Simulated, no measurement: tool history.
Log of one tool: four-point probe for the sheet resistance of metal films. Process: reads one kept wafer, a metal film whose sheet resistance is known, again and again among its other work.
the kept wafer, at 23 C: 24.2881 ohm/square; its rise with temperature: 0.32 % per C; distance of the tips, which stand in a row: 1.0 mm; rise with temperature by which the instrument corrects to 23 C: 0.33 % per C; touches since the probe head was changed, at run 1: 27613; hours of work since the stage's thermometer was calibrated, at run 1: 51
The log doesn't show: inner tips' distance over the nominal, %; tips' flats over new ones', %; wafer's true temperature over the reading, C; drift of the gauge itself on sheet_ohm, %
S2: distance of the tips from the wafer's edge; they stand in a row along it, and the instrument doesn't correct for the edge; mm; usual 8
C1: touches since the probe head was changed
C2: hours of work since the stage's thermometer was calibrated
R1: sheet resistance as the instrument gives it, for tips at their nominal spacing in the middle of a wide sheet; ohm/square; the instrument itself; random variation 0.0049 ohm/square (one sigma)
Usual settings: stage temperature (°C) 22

run 1 hour=0 | stage_temperature_(°C)=22 S2=8 | C1=27613 C2=51 | R1=24.565882
run 2 hour=22.6 | stage_temperature_(°C)=22 S2=4 | C1=28144 C2=69 | R1=25.144384
run 3 hour=70.8 | stage_temperature_(°C)=30 S2=4 | C1=29271 C2=107 | R1=25.140787
run 4 hour=102.5 | stage_temperature_(°C)=22 S2=3 | C1=30014 C2=133 | R1=25.738789
run 5 hour=149 | stage_temperature_(°C)=22 S2=3 | C1=31105 C2=170 | R1=25.731981
run 6 hour=194.7 | stage_temperature_(°C)=22 S2=8 | C1=32173 C2=206 | R1=24.563947
-- hour=199 stage's thermometer calibrated
run 7 hour=236.9 | stage_temperature_(°C)=32 S2=8 | C1=33151 C2=30 | R1=24.549876

Forecast run 8:
run 8 hour=278.3 | stage_temperature_(°C)=32 S2=8 | C1=34122 C2=63 | R1=?

Run 8 gave R1 24.546147 ohm/square.
Without the tool's hidden state the same run would have given R1 24.471788 ohm/square.
